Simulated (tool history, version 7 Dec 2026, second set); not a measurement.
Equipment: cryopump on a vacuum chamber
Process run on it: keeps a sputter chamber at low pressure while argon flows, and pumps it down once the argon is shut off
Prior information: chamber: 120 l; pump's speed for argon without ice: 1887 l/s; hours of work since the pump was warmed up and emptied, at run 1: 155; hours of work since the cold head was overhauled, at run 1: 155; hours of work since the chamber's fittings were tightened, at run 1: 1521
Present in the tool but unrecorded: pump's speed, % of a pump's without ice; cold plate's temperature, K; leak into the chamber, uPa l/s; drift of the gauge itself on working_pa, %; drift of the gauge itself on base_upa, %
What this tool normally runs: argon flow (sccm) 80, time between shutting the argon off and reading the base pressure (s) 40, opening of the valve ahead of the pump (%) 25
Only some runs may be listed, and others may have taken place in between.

run   hour  argon flow (sccm)  time between shutting the argon off and reading the base pressure (s)  opening of the valve ahead of the pump (%)  hours of work since the pump was warmed up and emptied  hours of work since the cold head was overhauled  hours of work since the chamber's fittings were tightened  pressure while argon flows (Pa)  pressure after the wait (uPa)
  1    0.0                 80                                                                     40                                          25                                                     155                                               155                                                       1521                           0.2909                           2.47
  2   16.0                 80                                                                     40                                          34                                                     169                                               169                                                       1535                           0.2155                           2.49
  3   29.2                 80                                                                     40                                          34                                                     181                                               181                                                       1547                           0.2138                           2.43
  4   39.7                 80                                                                     40                                          41                                                     191                                               191                                                       1556                           0.1774                           2.36
  5   49.1                 64                                                                     40                                          41                                                     199                                               199                                                       1565                           0.1426                           2.47
  6   60.1                 64                                                                     40                                          17                                                     209                                               209                                                       1574                           0.3409                           2.47
  7   68.9                 65                                                                     40                                          17                                                     216                                               216                                                       1582                           0.3474                           2.42
  8   77.0                 80                                                                     40                                          25                                                     224                                               224                                                       1589                           0.2901                           2.45
  9   90.4                 80                                                                     40                                          25                                                     236                                               236                                                       1601                           0.2931                           2.49
 10   98.4                 80                                                                     40                                          25                                                     243                                               243                                                       1609                           0.2914                           2.50
 11  111.1                 80                                                                     40                                          25                                                     254                                               254                                                       1620                           0.2941                           2.58
 12  125.4                 80                                                                     40                                          25                                                     267                                               267                                                       1632                           0.2914                           2.55
 13  141.4                 80                                                                     40                                          25                                                     281                                               281                                                       1647                           0.2936                           2.49
 14  150.5                 80                                                                     40                                          25                                                     289                                               289                                                       1655                           0.2953                           2.63
 15  163.8                 80                                                                     40                                          25                                                     301                                               301                                                       1667                           0.2931                           2.51
 16  177.1                 35                                                                     40                                          25                                                     313                                               313                                                       1679                           0.1295                           2.57
 17  192.8                 35                                                                     40                                          25                                                     327                                               327                                                       1692                           0.1279                           2.57
 18  205.1                 35                                                                     40                                          25                                                     338                                               338                                                       1703                           0.1288                           2.52
 19  221.0                 50                                                                     20                                          25                                                     352                                               352                                                       1718                           0.1829                           3.96
 20  230.1                 73                                                                     30                                          46                                                     360                                               360                                                       1726                           0.1489                           3.08
 21  237.9                 91                                                                     40                                          46                                                     367                                               367                                                       1733                           0.1878                           2.58
 22  244.5                 91                                                                    117                                          29                                                     373                                               373                                                       1738                           0.2899                           1.71
 23  259.0                 80                                                                     44                                          29                                                     386                                               386                                                       1751                           0.2565                           2.46
 24  269.1                 80                                                                     44                                          29                                                     394                                               394                                                       1760                           0.2535                           2.53
 25  280.6                 80                                                                    268                                          29                                                     405                                               405                                                       1771                           0.2543                           1.45
 26  289.5                 53                                                                     41                                          16                                                     413                                               413                                                       1778                           0.3023                           2.62
 27  299.9                 80                                                                     40                                          20                                                     422                                               422                                                       1788                           0.3697                           2.69
 28  314.3                 80                                                                     40                                          20                                                     435                                               435                                                       1801                           0.3675                           2.63
 29  326.0                 46                                                                     98                                          20                                                     445                                               445                                                       1811                           0.2111                           1.86
 30  333.1                 53                                                                     57                                          58                                                     451                                               451                                                       1817                           0.0888                           2.29
 31  341.8                111                                                                     50                                          59                                                     459                                               459                                                       1825                           0.1834                           2.34
 32  349.2                 90                                                                     40                                          28                                                     466                                               466                                                       1832                           0.2996                           2.67
 33  360.8                 47                                                                     40                                          34                                                     476                                               476                                                       1842                           0.1287                           2.66
 34  369.1                107                                                                    213                                          25                                                     483                                               483                                                       1849                           0.3944                           1.59

Some steps in pressure while argon flows (Pa), run to run, broken into two amounts with sign: the step expected even without the hidden condition (settings, incoming material, random variation), and the rest, left for the hidden condition together with whatever gauge scatter is not in both the measured and the hidden-condition-free result:
Run 5 -> 6: opening of the valve ahead of the pump (%) 41 -> 17. pressure while argon flows (Pa) +0.1983: hidden state +0.0002, all else +0.1981.
Run 30 -> 31: argon flow (sccm) 53 -> 111, time between shutting the argon off and reading the base pressure (s) 57 -> 50, opening of the valve ahead of the pump (%) 58 -> 59. pressure while argon flows (Pa) +0.0946: hidden state +0.0076, all else +0.0870.
Run 32 -> 33: argon flow (sccm) 90 -> 47, opening of the valve ahead of the pump (%) 28 -> 34. pressure while argon flows (Pa) -0.1709: hidden state -0.0057, all else -0.1652.
Run 33 -> 34: argon flow (sccm) 47 -> 107, time between shutting the argon off and reading the base pressure (s) 40 -> 213, opening of the valve ahead of the pump (%) 34 -> 25. pressure while argon flows (Pa) +0.2657: hidden state +0.0083, all else +0.2574.
